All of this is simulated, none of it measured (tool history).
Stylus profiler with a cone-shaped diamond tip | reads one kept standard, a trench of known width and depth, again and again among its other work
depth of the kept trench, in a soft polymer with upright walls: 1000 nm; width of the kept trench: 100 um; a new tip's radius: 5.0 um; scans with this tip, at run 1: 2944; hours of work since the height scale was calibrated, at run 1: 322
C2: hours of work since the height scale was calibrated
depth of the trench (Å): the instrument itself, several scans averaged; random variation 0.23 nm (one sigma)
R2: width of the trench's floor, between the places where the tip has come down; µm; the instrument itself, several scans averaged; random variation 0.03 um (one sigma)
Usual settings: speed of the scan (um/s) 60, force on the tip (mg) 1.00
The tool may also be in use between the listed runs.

run 1 day=0.000 | speed_of_the_scan_(um/s)=60 force_on_the_tip_(mg)=1.00 | scans_with_this_tip=2944 C2=322 | depth_of_the_trench_(Å)=10096.7 R2=93.50
run 2 day=0.875 | speed_of_the_scan_(um/s)=60 force_on_the_tip_(mg)=1.00 | scans_with_this_tip=3094 C2=338 | depth_of_the_trench_(Å)=10094.2 R2=93.50
run 3 day=2.138 | speed_of_the_scan_(um/s)=60 force_on_the_tip_(mg)=1.00 | scans_with_this_tip=3311 C2=362 | depth_of_the_trench_(Å)=10097.3 R2=93.59
run 4 day=3.571 | speed_of_the_scan_(um/s)=60 force_on_the_tip_(mg)=1.22 | scans_with_this_tip=3558 C2=389 | depth_of_the_trench_(Å)=10108.3 R2=93.61
run 5 day=4.217 | speed_of_the_scan_(um/s)=60 force_on_the_tip_(mg)=1.00 | scans_with_this_tip=3669 C2=401 | depth_of_the_trench_(Å)=10098.9 R2=93.54
run 6 day=5.292 | speed_of_the_scan_(um/s)=44 force_on_the_tip_(mg)=1.00 | scans_with_this_tip=3854 C2=421 | depth_of_the_trench_(Å)=10096.7 R2=93.67
run 7 day=6.383 | speed_of_the_scan_(um/s)=44 force_on_the_tip_(mg)=1.00 | scans_with_this_tip=4042 C2=442 | depth_of_the_trench_(Å)=10094.4 R2=93.67
run 8 day=7.404 | speed_of_the_scan_(um/s)=57 force_on_the_tip_(mg)=1.00 | scans_with_this_tip=4218 C2=461 | depth_of_the_trench_(Å)=10091.8 R2=93.61
run 9 day=8.412 | speed_of_the_scan_(um/s)=57 force_on_the_tip_(mg)=1.00 | scans_with_this_tip=4391 C2=480 | depth_of_the_trench_(Å)=10095.9 R2=93.58
run 10 day=9.838 | speed_of_the_scan_(um/s)=57 force_on_the_tip_(mg)=1.00 | scans_with_this_tip=4636 C2=507 | depth_of_the_trench_(Å)=10097.9 R2=93.57
run 11 day=11.271 | speed_of_the_scan_(um/s)=57 force_on_the_tip_(mg)=1.00 | scans_with_this_tip=4882 C2=534 | depth_of_the_trench_(Å)=10096.7 R2=93.54
run 12 day=12.738 | speed_of_the_scan_(um/s)=57 force_on_the_tip_(mg)=1.00 | scans_with_this_tip=5135 C2=562 | depth_of_the_trench_(Å)=10095.0 R2=93.60
run 13 day=13.417 | speed_of_the_scan_(um/s)=57 force_on_the_tip_(mg)=1.00 | scans_with_this_tip=5252 C2=574 | depth_of_the_trench_(Å)=10094.3 R2=93.56
run 14 day=14.350 | speed_of_the_scan_(um/s)=57 force_on_the_tip_(mg)=1.00 | scans_with_this_tip=5412 C2=592 | depth_of_the_trench_(Å)=10095.2 R2=93.53
run 15 day=15.629 | speed_of_the_scan_(um/s)=144 force_on_the_tip_(mg)=0.65 | scans_with_this_tip=5632 C2=616 | depth_of_the_trench_(Å)=10069.4 R2=92.59
run 16 day=16.642 | speed_of_the_scan_(um/s)=235 force_on_the_tip_(mg)=0.50 | scans_with_this_tip=5806 C2=635 | depth_of_the_trench_(Å)=10060.9 R2=91.39
run 17 day=17.783 | speed_of_the_scan_(um/s)=235 force_on_the_tip_(mg)=0.50 | scans_with_this_tip=6003 C2=656 | depth_of_the_trench_(Å)=10059.0 R2=91.45
run 18 day=18.879 | speed_of_the_scan_(um/s)=235 force_on_the_tip_(mg)=0.50 | scans_with_this_tip=6191 C2=677 | depth_of_the_trench_(Å)=10058.4 R2=91.42
run 19 day=19.967 | speed_of_the_scan_(um/s)=95 force_on_the_tip_(mg)=1.10 | scans_with_this_tip=6378 C2=697 | depth_of_the_trench_(Å)=10103.7 R2=93.32
run 20 day=21.329 | speed_of_the_scan_(um/s)=108 force_on_the_tip_(mg)=2.54 | scans_with_this_tip=6613 C2=723 | depth_of_the_trench_(Å)=10176.1 R2=93.51
run 21 day=22.558 | speed_of_the_scan_(um/s)=193 force_on_the_tip_(mg)=0.54 | scans_with_this_tip=6824 C2=746 | depth_of_the_trench_(Å)=10061.8 R2=91.96
run 22 day=23.221 | speed_of_the_scan_(um/s)=193 force_on_the_tip_(mg)=0.54 | scans_with_this_tip=6937 C2=759 | depth_of_the_trench_(Å)=10062.2 R2=91.97
run 23 day=24.042 | speed_of_the_scan_(um/s)=193 force_on_the_tip_(mg)=0.54 | scans_with_this_tip=7079 C2=774 | depth_of_the_trench_(Å)=10061.6 R2=91.99
run 24 day=25.267 | speed_of_the_scan_(um/s)=96 force_on_the_tip_(mg)=0.59 | scans_with_this_tip=7289 C2=797 | depth_of_the_trench_(Å)=10062.9 R2=93.04
run 25 day=26.396 | speed_of_the_scan_(um/s)=96 force_on_the_tip_(mg)=0.59 | scans_with_this_tip=7484 C2=818 | depth_of_the_trench_(Å)=10067.1 R2=93.01
run 26 day=27.854 | speed_of_the_scan_(um/s)=25 force_on_the_tip_(mg)=0.43 | scans_with_this_tip=7735 C2=846 | depth_of_the_trench_(Å)=10052.9 R2=93.67
run 27 day=28.525 | speed_of_the_scan_(um/s)=41 force_on_the_tip_(mg)=0.67 | scans_with_this_tip=7850 C2=858 | depth_of_the_trench_(Å)=10072.2 R2=93.53

Forecast each of these 5 alternatives for the next run:
run A day=29.538 | speed_of_the_scan_(um/s)=128 force_on_the_tip_(mg)=1.00 | scans_with_this_tip=8024 C2=877 | depth_of_the_trench_(Å)=? R2=?
run B day=29.538 | speed_of_the_scan_(um/s)=218 force_on_the_tip_(mg)=1.00 | scans_with_this_tip=8024 C2=877 | depth_of_the_trench_(Å)=? R2=?
run C day=29.538 | speed_of_the_scan_(um/s)=15 force_on_the_tip_(mg)=0.48 | scans_with_this_tip=8024 C2=877 | depth_of_the_trench_(Å)=? R2=?
run D day=29.538 | speed_of_the_scan_(um/s)=19 force_on_the_tip_(mg)=0.90 | scans_with_this_tip=8024 C2=877 | depth_of_the_trench_(Å)=? R2=?
run E day=29.538 | speed_of_the_scan_(um/s)=154 force_on_the_tip_(mg)=0.67 | scans_with_this_tip=8024 C2=877 | depth_of_the_trench_(Å)=? R2=?

run=A depth_of_the_trench_(Å)=10092.6 R2=93.00
run=B depth_of_the_trench_(Å)=10092.4 R2=92.32
run=C depth_of_the_trench_(Å)=10059.5 R2=93.76
run=D depth_of_the_trench_(Å)=10091.1 R2=93.81
run=E depth_of_the_trench_(Å)=10073.7 R2=92.63
Without the tool's hidden state the same runs would have given:
run=A depth_of_the_trench_(Å)=10092.7 R2=93.00
run=B depth_of_the_trench_(Å)=10092.5 R2=92.33
run=C depth_of_the_trench_(Å)=10059.6 R2=93.77
run=D depth_of_the_trench_(Å)=10091.2 R2=93.81
run=E depth_of_the_trench_(Å)=10073.8 R2=92.63
